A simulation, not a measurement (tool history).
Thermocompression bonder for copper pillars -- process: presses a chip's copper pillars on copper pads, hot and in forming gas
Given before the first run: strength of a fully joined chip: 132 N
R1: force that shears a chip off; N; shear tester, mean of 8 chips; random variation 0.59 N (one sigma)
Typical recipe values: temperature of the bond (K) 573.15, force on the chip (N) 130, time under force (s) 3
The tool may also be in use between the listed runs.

Run 1, day 0.000: usual settings. Result: R1 56.3 N.
Run 2, day 1.183: usual settings. Result: R1 56.7 N.
Run 3, day 1.900: usual settings but force on the chip (N) 110. Result: R1 51.5 N.
Run 4, day 2.975: usual settings but force on the chip (N) 110. Result: R1 50.6 N.
Run 5, day 4.292: usual settings but force on the chip (N) 110. Result: R1 51.2 N.
Run 6, day 5.454: usual settings but force on the chip (N) 110. Result: R1 50.7 N.
At day 5.629: force cell calibrated.
Run 7, day 6.271: usual settings but force on the chip (N) 110. Result: R1 50.5 N.
Run 8, day 7.054: usual settings but temperature of the bond (K) 598.15, force on the chip (N) 86. Result: R1 58.4 N.
Run 9, day 8.208: usual settings but temperature of the bond (K) 552.15, force on the chip (N) 150. Result: R1 44.4 N.
Run 10, day 9.150: usual settings but temperature of the bond (K) 552.15, force on the chip (N) 150. Result: R1 44.4 N.

Below are 3 alternative next runs, each starting from the tool's condition after run 10. Predict each:
Run A, day 10.462: usual settings but temperature of the bond (K) 583.15, force on the chip (N) 86. Result: R1 ?.
Run B, day 10.462: usual settings but temperature of the bond (K) 588.15, force on the chip (N) 160, time under force (s) 5. Result: R1 ?.
Run C, day 10.462: usual settings but temperature of the bond (K) 553.15, force on the chip (N) 145, time under force (s) 5. Result: R1 ?.

run    R1
  A  49.3
  B  81.0
  C  54.3
What these runs would have given with no unlogged condition in the tool:
run    R1
  A  59.1
  B  93.7
  C  65.5
